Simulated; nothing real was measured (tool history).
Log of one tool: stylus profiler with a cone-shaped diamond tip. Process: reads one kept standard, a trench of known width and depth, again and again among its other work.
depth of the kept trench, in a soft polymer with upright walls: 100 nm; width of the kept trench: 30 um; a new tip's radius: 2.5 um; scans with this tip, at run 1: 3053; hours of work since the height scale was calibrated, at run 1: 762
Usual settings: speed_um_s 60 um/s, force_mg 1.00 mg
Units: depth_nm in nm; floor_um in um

run	hour	speed_um_s	force_mg	scans with this tip	hours of work since the height scale was calibrated	depth_nm	floor_um
1	0.0	60	1.00	3053	762	100.83	28.27
2	67.5	89	1.00	3206	800	100.86	28.13
3	117.5	89	1.00	3318	828	100.76	28.10
4	178.2	89	1.00	3455	862	100.79	28.09
5	225.5	60	0.58	3562	889	100.66	28.22
6	276.2	60	0.58	3676	917	100.67	28.18
7	344.2	60	0.58	3830	955	100.67	28.20
8	452.6	60	0.58	4074	1016	100.70	28.17
9	551.0	60	0.58	4296	1072	100.64	28.13
10	637.9	60	0.63	4492	1120	100.67	28.13
11	688.0	60	0.63	4605	1149	100.70	28.14
12	750.5	60	0.63	4746	1184	100.76	28.20
13	863.3	60	1.79	5000	1247	101.21	28.28
14	959.9	60	1.79	5218	1302	101.25	28.30
15	1028.0	85	1.00	5371	1340	100.98	28.08
16	1091.1	21	1.00	5514	1375	100.97	28.34
17	1166.3	21	1.00	5683	1418	101.03	28.34
18	1274.3	94	0.52	5927	1479	100.80	27.89
19	1385.8	149	2.73	6178	1541	101.58	28.09
20	1449.7	149	2.73	6322	1577	101.60	28.09
21	1531.6	62	0.53	6507	1623	100.81	28.10
22	1599.6	31	1.44	6660	1662	101.22	28.34
23	1672.9	31	1.44	6826	1703	101.24	28.33
# hour 1720.4: height scale calibrated on a step standard
24	1720.4	19	0.88	6932	0	100.62	28.29
25	1804.3	99	0.34	7121	47	100.36	27.73
26	1898.1	99	0.34	7332	100	100.39	27.76
27	1970.3	146	0.34	7495	141	100.36	27.43
28	2046.9	61	2.70	7668	184	101.24	28.25
29	2107.2	16	0.71	7804	218	100.60	28.31
30	2163.4	16	0.66	7930	249	100.55	28.32
31	2222.9	16	0.66	8065	283	100.56	28.33

Forecast each of these 3 alternatives for the next run:
A	2287.0	29	0.66	8209	319	?	?
B	2287.0	20	1.79	8209	319	?	?
C	2287.0	61	1.82	8209	319	?	?

run	depth_nm	floor_um
A	100.54	28.25
B	101.04	28.36
C	101.05	28.23
Without the tool's hidden state the same runs would have given:
run	depth_nm	floor_um
A	100.40	28.46
B	100.90	28.57
C	100.91	28.44
